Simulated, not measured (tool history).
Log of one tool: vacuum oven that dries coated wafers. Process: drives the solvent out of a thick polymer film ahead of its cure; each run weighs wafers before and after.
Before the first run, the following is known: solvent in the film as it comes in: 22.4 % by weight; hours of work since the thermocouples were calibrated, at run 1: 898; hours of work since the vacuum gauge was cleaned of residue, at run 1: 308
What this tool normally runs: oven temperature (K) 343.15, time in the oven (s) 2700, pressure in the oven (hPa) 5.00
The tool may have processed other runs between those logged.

run,hour,oven temperature (K),time in the oven (s),pressure in the oven (hPa),hours of work since the thermocouples were calibrated,hours of work since the vacuum gauge was cleaned of residue,solvent left in the film (%)
1,0.0,343.15,2700,5.00,898,308,4.91
2,48.7,343.15,2700,4.10,920,331,4.90
3,119.0,343.15,2700,5.00,952,363,4.93
4,177.4,343.15,2700,5.00,978,389,4.94
# hour 223.8: oven's thermocouples calibrated
5,223.9,343.15,2700,5.00,0,410,5.47
6,313.2,343.15,2700,5.00,41,450,5.48
7,378.4,343.15,2700,5.00,70,480,5.44
8,427.8,343.15,2700,5.00,93,503,5.42
9,509.6,343.15,2700,3.50,130,540,5.42
10,585.2,343.15,2700,3.50,165,574,5.34
11,639.7,355.15,2700,5.00,190,599,2.34
12,706.8,343.15,2700,5.00,220,630,5.39
13,765.4,343.15,2700,5.00,247,656,5.35
14,811.3,343.15,2160,5.00,268,677,6.76
15,890.7,343.15,2160,5.00,304,713,6.77
16,963.6,331.15,2700,5.00,337,747,9.02
17,1021.6,337.15,2700,5.00,364,773,7.08
18,1096.3,337.15,2700,5.00,398,807,7.07
19,1167.6,343.15,2700,5.00,430,840,5.25
20,1228.8,335.15,2700,5.00,458,868,7.63
21,1293.6,343.15,2700,5.00,488,897,5.20
22,1379.8,343.15,1440,5.00,527,936,9.19
23,1456.5,343.15,1440,5.00,562,971,9.27
24,1499.7,353.15,1500,4.88,582,991,6.08
25,1559.8,351.15,3960,4.88,609,1018,1.38
26,1645.3,351.15,1380,4.65,648,1057,7.17
27,1716.2,334.15,1320,3.98,680,1090,12.07
28,1800.8,334.15,1320,3.98,719,1128,11.98
29,1895.1,334.15,1320,3.98,762,1171,12.06
30,1948.4,334.15,1320,3.98,786,1196,12.02
31,2032.8,334.15,1320,3.98,825,1234,12.01
32,2103.9,346.15,2700,6.73,857,1266,4.13
33,2182.2,346.15,2700,6.73,893,1302,4.12
34,2238.7,337.15,3600,6.73,918,1328,4.96
35,2318.4,342.15,4500,12.56,955,1364,2.55
36,2365.6,342.15,4500,12.56,976,1386,2.53
# hour 2417.0: oven's thermocouples calibrated
37,2427.4,337.15,4680,3.87,5,1413,3.63
38,2493.6,357.15,2700,12.20,35,1443,2.02
39,2580.9,357.15,2700,12.20,75,1483,2.00

5 ways to go on from here, each from the tool as it stands after run 39. What would each give?
A,2644.5,329.15,3540,12.20,104,1512,?
B,2644.5,357.15,1440,12.20,104,1512,?
C,2644.5,347.15,2760,8.87,104,1512,?
D,2644.5,340.15,2220,8.04,104,1512,?
E,2644.5,343.15,1380,14.58,104,1512,?

run,solvent left in the film (%)
A,8.11
B,5.37
C,4.02
D,7.50
E,9.77
Without the tool's unlogged condition, the same runs would have read:
run,solvent left in the film (%)
A,8.24
B,5.56
C,4.17
D,7.67
E,9.95
